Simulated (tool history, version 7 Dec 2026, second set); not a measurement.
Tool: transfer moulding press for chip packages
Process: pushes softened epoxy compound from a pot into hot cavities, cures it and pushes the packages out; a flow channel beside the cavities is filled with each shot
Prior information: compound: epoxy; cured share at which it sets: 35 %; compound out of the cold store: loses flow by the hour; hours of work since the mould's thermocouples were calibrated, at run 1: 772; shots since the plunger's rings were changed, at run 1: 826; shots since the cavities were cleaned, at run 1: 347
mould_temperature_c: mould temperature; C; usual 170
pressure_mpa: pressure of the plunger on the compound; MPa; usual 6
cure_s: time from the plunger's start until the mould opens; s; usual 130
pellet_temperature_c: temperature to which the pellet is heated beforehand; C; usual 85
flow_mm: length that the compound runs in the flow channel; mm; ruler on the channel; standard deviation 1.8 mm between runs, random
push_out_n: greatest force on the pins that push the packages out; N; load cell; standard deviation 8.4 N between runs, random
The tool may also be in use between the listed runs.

run	hour	mould_temperature_c	pressure_mpa	cure_s	pellet_temperature_c	hours of work since the mould's thermocouples were calibrated	shots since the plunger's rings were changed	shots since the cavities were cleaned	incoming compound's hours out of the cold store	flow_mm	push_out_n
1	0	170	6	130	85	772	826	347	26.5	926	497
# hour 26: mould's thermocouples calibrated
2	41.5	170	6	130	85	7	1092	613	30.4	906	559
3	75.2	170	5.38	130	85	22	1318	839	29.2	862	592
# hour 95.4: cavities cleaned with cleaning compound and waxed
4	127.7	170	6	140	85	44	1660	217	16.7	963	621
5	175.3	170	6	140	85	65	1980	537	40.2	853	653
6	216.4	170	6	168	85	83	2255	812	13.7	976	593
# hour 241.6: cavities cleaned with cleaning compound and waxed
7	248.1	170	6	168	85	97	2459	44	47.5	824	342
8	282.6	170	6.81	130	85	112	2690	275	23.1	993	470
9	334.5	170	6.81	130	85	135	3038	623	24.7	980	555
10	373.5	170	6.81	130	85	152	3300	885	9.5	1060	615
# hour 387: cavities cleaned with cleaning compound and waxed
11	404.1	170	6.81	130	85	165	3495	114	23.8	981	413
12	456.8	170	6.81	130	85	188	3849	468	27	961	517
# hour 488.7: cavities cleaned with cleaning compound and waxed, once more
13	496.3	170	6	130	85	205	4104	51	25.3	910	404
14	533.2	170	6	130	85	221	4352	299	15.7	956	493
15	598.2	170	6	130	85	250	4789	736	16.6	948	562
# hour 637.8: cavities cleaned with cleaning compound and waxed
16	661	167	6	154	85	277	5200	156	27.1	909	410
17	715	167	6	154	85	301	5563	519	41.1	846	495
# hour 722.4: plunger's sealing rings changed
# hour 785.1: cavities cleaned with cleaning compound and waxed
18	785.1	177	6.14	169	81	330	411	0	32.7	886	305
19	847.1	169	4.51	161	78	357	827	416	18.8	840	454
20	899.6	168	7.36	141	84	381	1180	769	33.1	1000	606
# hour 933: cavities cleaned with cleaning compound and waxed
21	947.8	168	7.42	141	79	401	1494	100	29.6	1018	427
22	999.1	168	7.42	141	79	424	1838	444	30	1013	523
23	1057.3	168	7.42	141	79	449	2228	834	41.8	955	596
# hour 1079.5: cavities cleaned with cleaning compound and waxed
24	1087.7	174	6	134	87	462	2423	55	23	918	345
25	1147.7	168	6	130	85	489	2825	457	13.9	986	619
26	1191.5	168	6	113	85	508	3120	752	19.3	955	897
# hour 1225.5: cavities cleaned with cleaning compound and waxed
27	1228.5	170	6	130	84	524	3358	20	17	961	393
28	1275.1	170	5.03	122	87	544	3670	332	46	755	531
29	1328.9	170	5.45	130	85	568	4032	694	46.4	785	538

Here are 3 independent what-if runs from the current tool condition. What would each one return?
# hour 1375.2: cavities cleaned with cleaning compound and waxed
A	1392.8	170	4.74	130	76	596	4451	118	37.3	?	?
# hour 1375.2: cavities cleaned with cleaning compound and waxed
B	1392.8	164	6	130	85	596	4451	118	27.4	?	?
# hour 1375.2: cavities cleaned with cleaning compound and waxed
C	1392.8	170	7.11	121	85	596	4451	118	14.4	?	?

run	flow_mm	push_out_n
A	761	430
B	928	669
C	1047	497
Stripped of hidden state, with their random variation kept, the same runs would have yielded:
run	flow_mm	push_out_n
A	781	358
B	951	530
C	1073	404
